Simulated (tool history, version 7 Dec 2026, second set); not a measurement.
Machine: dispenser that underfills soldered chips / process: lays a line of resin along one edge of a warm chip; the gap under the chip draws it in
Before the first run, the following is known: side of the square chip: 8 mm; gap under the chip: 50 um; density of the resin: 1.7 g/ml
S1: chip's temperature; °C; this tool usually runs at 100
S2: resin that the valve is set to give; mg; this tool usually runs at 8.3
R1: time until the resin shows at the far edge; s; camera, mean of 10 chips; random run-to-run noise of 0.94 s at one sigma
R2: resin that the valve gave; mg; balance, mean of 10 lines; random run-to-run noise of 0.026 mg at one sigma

{"run": 1, "hour": 0.0, "S1": 100, "S2": 8.3, "R1": 84.4, "R2": 8.1}
{"hour": 7.7, "done": "new syringe of resin"}
{"run": 2, "hour": 9.4, "S1": 100, "S2": 7.37, "R1": 94.4, "R2": 7.2}
{"hour": 15.5, "done": "new syringe of resin"}
{"run": 3, "hour": 15.5, "S1": 88, "S2": 7.37, "R1": 127.1, "R2": 7.18}
{"hour": 23.4, "done": "new syringe of resin"}
{"run": 4, "hour": 23.4, "S1": 100, "S2": 8.3, "R1": 85.4, "R2": 8.04}
{"hour": 26.6, "done": "dispensing valve cleaned and set on the balance"}
{"hour": 32.9, "done": "new syringe of resin"}
{"run": 5, "hour": 36.6, "S1": 100, "S2": 8.3, "R1": 102.6, "R2": 8.26}
{"hour": 41.1, "done": "new syringe of resin"}
{"hour": 49.6, "done": "new syringe of resin"}
{"run": 6, "hour": 49.6, "S1": 100, "S2": 8.3, "R1": 85.8, "R2": 8.23}
{"run": 7, "hour": 55.9, "S1": 100, "S2": 8.3, "R1": 117.4, "R2": 8.18}
{"hour": 57.8, "done": "new syringe of resin"}
{"hour": 65.9, "done": "new syringe of resin"}
{"run": 8, "hour": 69.4, "S1": 100, "S2": 8.3, "R1": 103.4, "R2": 8.14}
{"hour": 74.1, "done": "new syringe of resin"}
{"run": 9, "hour": 79.7, "S1": 100, "S2": 8.3, "R1": 113.6, "R2": 8.12}
{"hour": 81.9, "done": "new syringe of resin"}
{"run": 10, "hour": 87.0, "S1": 109, "S2": 8.3, "R1": 83.6, "R2": 8.04}
{"hour": 89.7, "done": "new syringe of resin"}
{"run": 11, "hour": 95.1, "S1": 100, "S2": 8.3, "R1": 110.8, "R2": 8.08}
{"hour": 97.6, "done": "new syringe of resin"}
{"hour": 99.3, "done": "dispensing valve cleaned and set on the balance"}
{"hour": 106.7, "done": "new syringe of resin"}
{"run": 12, "hour": 106.9, "S1": 100, "S2": 8.3, "R1": 84.6, "R2": 8.26}
{"hour": 114.7, "done": "new syringe of resin"}
{"run": 13, "hour": 116.9, "S1": 100, "S2": 8.3, "R1": 95.5, "R2": 8.26}
{"hour": 122.6, "done": "new syringe of resin"}
{"run": 14, "hour": 124.9, "S1": 100, "S2": 9.37, "R1": 93.9, "R2": 9.31}
{"hour": 130.9, "done": "new syringe of resin"}
{"run": 15, "hour": 136.8, "S1": 100, "S2": 9.37, "R1": 111.9, "R2": 9.19}
{"hour": 139.1, "done": "new syringe of resin"}
{"run": 16, "hour": 146.2, "S1": 100, "S2": 7.85, "R1": 121.3, "R2": 7.71}
{"hour": 147.5, "done": "new syringe of resin"}
{"run": 17, "hour": 154.6, "S1": 100, "S2": 7.85, "R1": 125.1, "R2": 7.64}
{"hour": 156.0, "done": "new syringe of resin"}
{"hour": 164.6, "done": "new syringe of resin"}
{"run": 18, "hour": 166.7, "S1": 105, "S2": 8.35, "R1": 79.9, "R2": 8.09}
{"hour": 171.6, "done": "dispensing valve cleaned and set on the balance"}
{"hour": 173.6, "done": "new syringe of resin"}
{"run": 19, "hour": 177.0, "S1": 100, "S2": 9.58, "R1": 98, "R2": 9.56}
{"hour": 181.5, "done": "new syringe of resin"}
{"run": 20, "hour": 186.9, "S1": 100, "S2": 7.2, "R1": 111.3, "R2": 7.11}
{"hour": 189.8, "done": "new syringe of resin"}
{"hour": 197.6, "done": "new syringe of resin"}
{"run": 21, "hour": 198.1, "S1": 97, "S2": 8.63, "R1": 95, "R2": 8.51}
{"hour": 205.9, "done": "new syringe of resin"}
{"run": 22, "hour": 212.0, "S1": 107, "S2": 8.89, "R1": 92.4, "R2": 8.69}
{"hour": 213.6, "done": "new syringe of resin"}
{"hour": 221.8, "done": "new syringe of resin"}
{"run": 23, "hour": 226.0, "S1": 96, "S2": 7.16, "R1": 122.6, "R2": 6.96}
{"hour": 229.7, "done": "new syringe of resin"}
{"hour": 238.0, "done": "new syringe of resin"}
{"run": 24, "hour": 240.3, "S1": 96, "S2": 7.16, "R1": 111.5, "R2": 6.95}
{"hour": 244.4, "done": "dispensing valve cleaned and set on the balance"}
{"hour": 246.7, "done": "new syringe of resin"}
{"run": 25, "hour": 250.9, "S1": 86, "S2": 9.92, "R1": 159, "R2": 9.93}
{"hour": 254.9, "done": "new syringe of resin"}
{"run": 26, "hour": 258.3, "S1": 86, "S2": 9.92, "R1": 147.4, "R2": 9.86}
{"hour": 262.5, "done": "new syringe of resin"}
{"hour": 270.7, "done": "new syringe of resin"}
{"run": 27, "hour": 270.9, "S1": 94, "S2": 9.47, "R1": 99.5, "R2": 9.41}
{"hour": 279.2, "done": "new syringe of resin"}
{"run": 28, "hour": 281.2, "S1": 94, "S2": 9.47, "R1": 111.9, "R2": 9.32}
{"hour": 287.8, "done": "new syringe of resin"}
{"run": 29, "hour": 290.7, "S1": 86, "S2": 8.78, "R1": 147.1, "R2": 8.61}
{"hour": 295.5, "done": "new syringe of resin"}
{"run": 30, "hour": 296.9, "S1": 86, "S2": 8.78, "R1": 133.3, "R2": 8.59}
{"hour": 304.2, "done": "new syringe of resin"}
{"run": 31, "hour": 307.5, "S1": 86, "S2": 10.44, "R1": 147.2, "R2": 10.13}
{"hour": 312.4, "done": "new syringe of resin"}
{"hour": 317.1, "done": "dispensing valve cleaned and set on the balance"}
{"hour": 321.2, "done": "new syringe of resin"}
{"run": 32, "hour": 321.2, "S1": 104, "S2": 9.08, "R1": 73.8, "R2": 9.01}
{"hour": 329.7, "done": "new syringe of resin"}
{"run": 33, "hour": 330.3, "S1": 94, "S2": 9.1, "R1": 100.6, "R2": 9.04}
{"run": 34, "hour": 336.4, "S1": 111, "S2": 9.1, "R1": 83.2, "R2": 8.98}

Consider 3 possible next runs. They are alternatives, not a sequence: every one starts from the tool as it was left by run 34. What does each give?
{"hour": 337.7, "done": "new syringe of resin"}
{"hour": 346.1, "done": "new syringe of resin"}
{"run": "A", "hour": 346.9, "S1": 89, "S2": 9.45, "R1": "?", "R2": "?"}
{"hour": 337.7, "done": "new syringe of resin"}
{"hour": 346.1, "done": "new syringe of resin"}
{"run": "B", "hour": 346.9, "S1": 106, "S2": 9.27, "R1": "?", "R2": "?"}
{"hour": 337.7, "done": "new syringe of resin"}
{"hour": 346.1, "done": "new syringe of resin"}
{"run": "C", "hour": 346.9, "S1": 90, "S2": 8.26, "R1": "?", "R2": "?"}

run=A R1=116.5 R2=9.28
run=B R1=72.3 R2=9.06
run=C R1=116.5 R2=8.08
What these runs would have given with no unlogged condition in the tool:
run=A R1=122.3 R2=9.44
run=B R1=75.4 R2=9.22
run=C R1=122.1 R2=8.22
